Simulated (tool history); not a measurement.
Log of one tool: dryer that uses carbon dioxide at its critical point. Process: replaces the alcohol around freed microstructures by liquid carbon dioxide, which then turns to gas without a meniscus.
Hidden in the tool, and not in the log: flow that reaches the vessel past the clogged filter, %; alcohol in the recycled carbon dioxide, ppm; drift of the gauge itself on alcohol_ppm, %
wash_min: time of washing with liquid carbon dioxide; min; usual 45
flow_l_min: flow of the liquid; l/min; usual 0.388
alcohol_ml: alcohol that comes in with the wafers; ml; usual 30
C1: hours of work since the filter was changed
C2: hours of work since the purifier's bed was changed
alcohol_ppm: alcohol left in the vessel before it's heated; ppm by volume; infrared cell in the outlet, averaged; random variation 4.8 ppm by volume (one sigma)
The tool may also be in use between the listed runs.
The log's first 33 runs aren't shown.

run 34 hour=227.4 | wash_min=51 flow_l_min=0.405 alcohol_ml=48 | C1=21 C2=282 | alcohol_ppm=17
run 35 hour=231.9 | wash_min=28 flow_l_min=0.356 alcohol_ml=37 | C1=24 C2=285 | alcohol_ppm=216
run 36 hour=238.2 | wash_min=28 flow_l_min=0.356 alcohol_ml=37 | C1=28 C2=289 | alcohol_ppm=215
run 37 hour=247.3 | wash_min=28 flow_l_min=0.356 alcohol_ml=37 | C1=33 C2=295 | alcohol_ppm=211
run 38 hour=256.3 | wash_min=45 flow_l_min=0.388 alcohol_ml=39 | C1=39 C2=301 | alcohol_ppm=23
run 39 hour=265 | wash_min=45 flow_l_min=0.388 alcohol_ml=39 | C1=45 C2=306 | alcohol_ppm=23
run 40 hour=274.4 | wash_min=45 flow_l_min=0.491 alcohol_ml=61 | C1=51 C2=312 | alcohol_ppm=13
run 41 hour=282.8 | wash_min=35 flow_l_min=0.388 alcohol_ml=49 | C1=56 C2=317 | alcohol_ppm=74
run 42 hour=291.7 | wash_min=66 flow_l_min=0.466 alcohol_ml=45 | C1=62 C2=323 | alcohol_ppm=12
run 43 hour=301.4 | wash_min=66 flow_l_min=0.466 alcohol_ml=45 | C1=68 C2=329 | alcohol_ppm=23
run 44 hour=307.5 | wash_min=66 flow_l_min=0.466 alcohol_ml=45 | C1=72 C2=333 | alcohol_ppm=25
run 45 hour=314.9 | wash_min=66 flow_l_min=0.466 alcohol_ml=45 | C1=76 C2=338 | alcohol_ppm=31
run 46 hour=319.9 | wash_min=35 flow_l_min=0.466 alcohol_ml=45 | C1=80 C2=341 | alcohol_ppm=32
run 47 hour=327.6 | wash_min=42 flow_l_min=0.322 alcohol_ml=45 | C1=84 C2=346 | alcohol_ppm=70
run 48 hour=331.6 | wash_min=38 flow_l_min=0.237 alcohol_ml=31 | C1=87 C2=348 | alcohol_ppm=280

3 ways to go on from here, each from the tool as it stands after run 48. What would each give?
run A hour=337.7 | wash_min=30 flow_l_min=0.237 alcohol_ml=31 | C1=91 C2=352 | alcohol_ppm=?
run B hour=337.7 | wash_min=48 flow_l_min=0.237 alcohol_ml=31 | C1=91 C2=352 | alcohol_ppm=?
run C hour=337.7 | wash_min=45 flow_l_min=0.573 alcohol_ml=76 | C1=91 C2=352 | alcohol_ppm=?

run=A alcohol_ppm=669
run=B alcohol_ppm=111
run=C alcohol_ppm=16
Without the tool's hidden state the same runs would have given:
run=A alcohol_ppm=610
run=B alcohol_ppm=86
run=C alcohol_ppm=1
